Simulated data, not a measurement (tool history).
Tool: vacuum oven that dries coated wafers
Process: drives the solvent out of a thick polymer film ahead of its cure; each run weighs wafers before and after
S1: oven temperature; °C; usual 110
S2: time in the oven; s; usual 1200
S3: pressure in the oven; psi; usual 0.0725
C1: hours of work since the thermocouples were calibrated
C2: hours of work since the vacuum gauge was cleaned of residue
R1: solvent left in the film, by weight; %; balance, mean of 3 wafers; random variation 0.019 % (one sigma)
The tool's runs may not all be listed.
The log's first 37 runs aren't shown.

run	hour	S1	S2	S3	C1	C2	R1
38	1632.1	97	1740	0.1890	469	78	4.49
39	1667.3	110	1740	0.0364	485	94	0.70
40	1728.6	104	1920	0.0893	514	123	1.61
41	1756.3	109	1200	0.0725	527	136	2.04
42	1791.7	109	1560	0.0529	544	153	1.14
43	1832.5	110	1440	0.0972	563	172	1.54
44	1887.0	110	1440	0.0972	589	198	1.46
45	1929.7	109	660	0.0972	609	218	5.17
46	1968.2	109	660	0.0972	627	236	5.17

Forecast each of these 4 alternatives for the next run:
A	2004.4	110	1380	0.0725	645	254	?
B	2004.4	110	1200	0.0751	645	254	?
C	2004.4	109	1020	0.0383	645	254	?
D	2004.4	112	1200	0.0725	645	254	?

run	R1
A	1.44
B	1.88
C	2.45
D	1.52
Without the tool's hidden state the same runs would have given:
run	R1
A	1.56
B	2.05
C	2.69
D	1.65
